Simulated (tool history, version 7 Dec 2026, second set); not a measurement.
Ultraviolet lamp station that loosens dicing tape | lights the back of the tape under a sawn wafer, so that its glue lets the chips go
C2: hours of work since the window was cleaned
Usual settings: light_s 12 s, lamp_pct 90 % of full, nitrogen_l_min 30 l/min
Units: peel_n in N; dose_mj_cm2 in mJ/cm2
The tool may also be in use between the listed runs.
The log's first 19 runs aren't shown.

Run 20, day 34.288: usual settings but lamp_pct 69 % of full; hours of work of the lamp 964; C2 296. Result: peel_n 2.005 N, dose_mj_cm2 191 mJ/cm2.
At day 35.383: window cleaned of glue's vapour.
Run 21, day 36.354: usual settings but lamp_pct 69 % of full; hours of work of the lamp 1001; C2 18. Result: peel_n 1.643 N, dose_mj_cm2 214 mJ/cm2.
Run 22, day 37.642: usual settings but nitrogen_l_min 50 l/min; hours of work of the lamp 1025; C2 41. Result: peel_n 0.750 N, dose_mj_cm2 273 mJ/cm2.
Run 23, day 39.696: usual settings but nitrogen_l_min 50 l/min; hours of work of the lamp 1062; C2 79. Result: peel_n 0.781 N, dose_mj_cm2 267 mJ/cm2.
Run 24, day 42.125: usual settings but light_s 24 s, lamp_pct 95 % of full, nitrogen_l_min 50 l/min; hours of work of the lamp 1107; C2 123. Result: peel_n 0.186 N, dose_mj_cm2 544 mJ/cm2.
Run 25, day 43.871: usual settings but light_s 24 s, lamp_pct 95 % of full, nitrogen_l_min 13 l/min; hours of work of the lamp 1139; C2 155. Result: peel_n 0.426 N, dose_mj_cm2 542 mJ/cm2.
Run 26, day 45.417: usual settings but light_s 24 s, lamp_pct 95 % of full, nitrogen_l_min 13 l/min; hours of work of the lamp 1167; C2 184. Result: peel_n 0.437 N, dose_mj_cm2 530 mJ/cm2.
Run 27, day 47.346: usual settings but light_s 24 s, lamp_pct 95 % of full, nitrogen_l_min 13 l/min; hours of work of the lamp 1203; C2 219. Result: peel_n 0.441 N, dose_mj_cm2 522 mJ/cm2.
Run 28, day 49.125: usual settings but light_s 10 s, lamp_pct 73 % of full, nitrogen_l_min 20 l/min; hours of work of the lamp 1235; C2 252. Result: peel_n 2.967 N, dose_mj_cm2 163 mJ/cm2.
Run 29, day 50.642: usual settings but light_s 10 s, lamp_pct 73 % of full, nitrogen_l_min 20 l/min; hours of work of the lamp 1263; C2 279. Result: peel_n 3.104 N, dose_mj_cm2 161 mJ/cm2.
At day 52.558: window cleaned of glue's vapour.
Run 30, day 52.604: usual settings but light_s 10 s, lamp_pct 73 % of full; hours of work of the lamp 1298; C2 1. Result: peel_n 2.136 N, dose_mj_cm2 176 mJ/cm2.
Run 31, day 53.662: usual settings but nitrogen_l_min 17 l/min; hours of work of the lamp 1318; C2 20. Result: peel_n 1.602 N, dose_mj_cm2 265 mJ/cm2.
Run 32, day 56.017: usual settings but light_s 13 s, lamp_pct 74 % of full, nitrogen_l_min 13 l/min; hours of work of the lamp 1361; C2 63. Result: peel_n 2.406 N, dose_mj_cm2 234 mJ/cm2.
Run 33, day 57.100: usual settings but light_s 13 s, lamp_pct 74 % of full, nitrogen_l_min 13 l/min; hours of work of the lamp 1381; C2 83. Result: peel_n 2.317 N, dose_mj_cm2 225 mJ/cm2.
Run 34, day 58.188: usual settings but light_s 13 s, lamp_pct 74 % of full, nitrogen_l_min 13 l/min; hours of work of the lamp 1401; C2 103. Result: peel_n 2.418 N, dose_mj_cm2 224 mJ/cm2.
Run 35, day 59.242: usual settings but light_s 21 s, lamp_pct 83 % of full, nitrogen_l_min 21 l/min; hours of work of the lamp 1420; C2 122. Result: peel_n 0.533 N, dose_mj_cm2 403 mJ/cm2.
Run 36, day 60.733: usual settings but light_s 21 s, lamp_pct 83 % of full, nitrogen_l_min 21 l/min; hours of work of the lamp 1447; C2 150. Result: peel_n 0.577 N, dose_mj_cm2 393 mJ/cm2.
Run 37, day 62.167: usual settings but light_s 17 s, lamp_pct 99 % of full, nitrogen_l_min 33 l/min; hours of work of the lamp 1473; C2 176. Result: peel_n 0.451 N, dose_mj_cm2 372 mJ/cm2.
Run 38, day 64.012: usual settings but light_s 18 s, lamp_pct 64 % of full, nitrogen_l_min 28 l/min; hours of work of the lamp 1507; C2 210. Result: peel_n 1.235 N, dose_mj_cm2 245 mJ/cm2.
Run 39, day 66.208: usual settings but light_s 18 s, lamp_pct 64 % of full, nitrogen_l_min 28 l/min; hours of work of the lamp 1547; C2 250. Result: peel_n 1.341 N, dose_mj_cm2 243 mJ/cm2.
Run 40, day 68.400: usual settings but light_s 11 s, lamp_pct 63 % of full, nitrogen_l_min 12 l/min; hours of work of the lamp 1588; C2 290. Result: peel_n 4.172 N, dose_mj_cm2 144 mJ/cm2.
At day 69.829: window cleaned of glue's vapour.
Run 41, day 70.108: usual settings but light_s 18 s, nitrogen_l_min 23 l/min; hours of work of the lamp 1618; C2 5. Result: peel_n 0.591 N, dose_mj_cm2 378 mJ/cm2.
Run 42, day 72.283: usual settings but light_s 13 s, lamp_pct 80 % of full, nitrogen_l_min 23 l/min; hours of work of the lamp 1658; C2 45. Result: peel_n 1.549 N, dose_mj_cm2 240 mJ/cm2.
Run 43, day 73.462: usual settings but light_s 13 s, lamp_pct 80 % of full, nitrogen_l_min 23 l/min; hours of work of the lamp 1680; C2 67. Result: peel_n 1.627 N, dose_mj_cm2 233 mJ/cm2.

Forecast each of these 3 alternatives for the next run:
Run A, day 75.071: usual settings but lamp_pct 72 % of full, nitrogen_l_min 9 l/min; hours of work of the lamp 1709; C2 96. Result: peel_n ?, dose_mj_cm2 ?.
Run B, day 75.071: usual settings but light_s 11 s, lamp_pct 73 % of full, nitrogen_l_min 10 l/min; hours of work of the lamp 1709; C2 96. Result: peel_n ?, dose_mj_cm2 ?.
Run C, day 75.071: usual settings but lamp_pct 75 % of full, nitrogen_l_min 33 l/min; hours of work of the lamp 1709; C2 96. Result: peel_n ?, dose_mj_cm2 ?.

run  peel_n  dose_mj_cm2
  A   3.518          190
  B   3.650          178
  C   1.779          197
Without the tool's hidden state the same runs would have given:
run  peel_n  dose_mj_cm2
  A   2.364          261
  B   2.481          243
  C   0.971          269

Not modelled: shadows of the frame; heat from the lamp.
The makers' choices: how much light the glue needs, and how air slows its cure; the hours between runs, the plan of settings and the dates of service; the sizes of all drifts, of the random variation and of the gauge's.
